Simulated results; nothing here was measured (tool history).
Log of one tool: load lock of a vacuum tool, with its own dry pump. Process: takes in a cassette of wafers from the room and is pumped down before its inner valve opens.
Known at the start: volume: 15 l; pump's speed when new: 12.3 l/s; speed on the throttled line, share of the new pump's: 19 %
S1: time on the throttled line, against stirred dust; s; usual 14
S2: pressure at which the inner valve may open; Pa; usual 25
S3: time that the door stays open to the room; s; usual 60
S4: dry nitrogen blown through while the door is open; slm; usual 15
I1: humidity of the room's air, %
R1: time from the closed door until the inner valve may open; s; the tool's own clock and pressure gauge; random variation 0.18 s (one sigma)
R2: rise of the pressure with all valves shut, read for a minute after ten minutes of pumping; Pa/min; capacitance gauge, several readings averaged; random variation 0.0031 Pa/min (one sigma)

run 1 hour=0 | S1=14 S2=25 S3=60 S4=15 | I1=45.9 | R1=22.9 R2=0.079
run 2 hour=215.6 | S1=14 S2=25 S3=60 S4=15 | I1=46 | R1=22.9 R2=0.082
run 3 hour=506.8 | S1=14 S2=25 S3=53 S4=15 | I1=45.2 | R1=23 R2=0.074
run 4 hour=714.9 | S1=14 S2=25 S3=53 S4=15 | I1=40.4 | R1=23 R2=0.073
run 5 hour=947.1 | S1=14 S2=25 S3=60 S4=11 | I1=47.2 | R1=23.2 R2=0.093
run 6 hour=1257.1 | S1=14 S2=25 S3=60 S4=11 | I1=43.8 | R1=23.2 R2=0.092
run 7 hour=1457.5 | S1=14 S2=37 S3=60 S4=15 | I1=46.2 | R1=22.7 R2=0.09
run 8 hour=1728.5 | S1=11 S2=37 S3=60 S4=15 | I1=42 | R1=20.2 R2=0.081
run 9 hour=1888.5 | S1=11 S2=37 S3=60 S4=15 | I1=45.4 | R1=20.5 R2=0.08
run 10 hour=2194.9 | S1=11 S2=37 S3=60 S4=15 | I1=46.1 | R1=20.4 R2=0.086
run 11 hour=2528.7 | S1=11 S2=37 S3=60 S4=15 | I1=48 | R1=20.9 R2=0.096
run 12 hour=2676.4 | S1=9 S2=22 S3=237 S4=38 | I1=42.7 | R1=19.5 R2=0.12
run 13 hour=2827.4 | S1=9 S2=22 S3=237 S4=38 | I1=46.6 | R1=20.1 R2=0.13
run 14 hour=3055.5 | S1=21 S2=25 S3=60 S4=15 | I1=46.2 | R1=28.9 R2=0.094
run 15 hour=3238.9 | S1=21 S2=25 S3=60 S4=15 | I1=47.4 | R1=28.9 R2=0.092
run 16 hour=3434.2 | S1=12 S2=35 S3=30 S4=4 | I1=44.7 | R1=21.7 R2=0.085
run 17 hour=3596.7 | S1=25 S2=29 S3=60 S4=15 | I1=47.1 | R1=32.1 R2=0.095
-- hour=3943.3 dry pump taken out, an overhauled one fitted
run 18 hour=3943.3 | S1=25 S2=29 S3=35 S4=15 | I1=43.9 | R1=30.3 R2=0.077
run 19 hour=4273.3 | S1=13 S2=19 S3=35 S4=15 | I1=47.7 | R1=21 R2=0.082
run 20 hour=4489.7 | S1=14 S2=25 S3=93 S4=6 | I1=44.7 | R1=21.6 R2=0.14

3 ways to go on from here, each from the tool as it stands after run 20. What would each give?
run A hour=4842.1 | S1=14 S2=34 S3=115 S4=41 | I1=46.3 | R1=? R2=?
run B hour=4842.1 | S1=14 S2=44 S3=84 S4=15 | I1=43.8 | R1=? R2=?
run C hour=4842.1 | S1=14 S2=25 S3=139 S4=23 | I1=45.8 | R1=? R2=?

run=A R1=21.2 R2=0.097
run=B R1=21.1 R2=0.111
run=C R1=21.7 R2=0.129
Without the tool's hidden state the same runs would have given:
run=A R1=21.1 R2=0.066
run=B R1=21 R2=0.08
run=C R1=21.6 R2=0.098
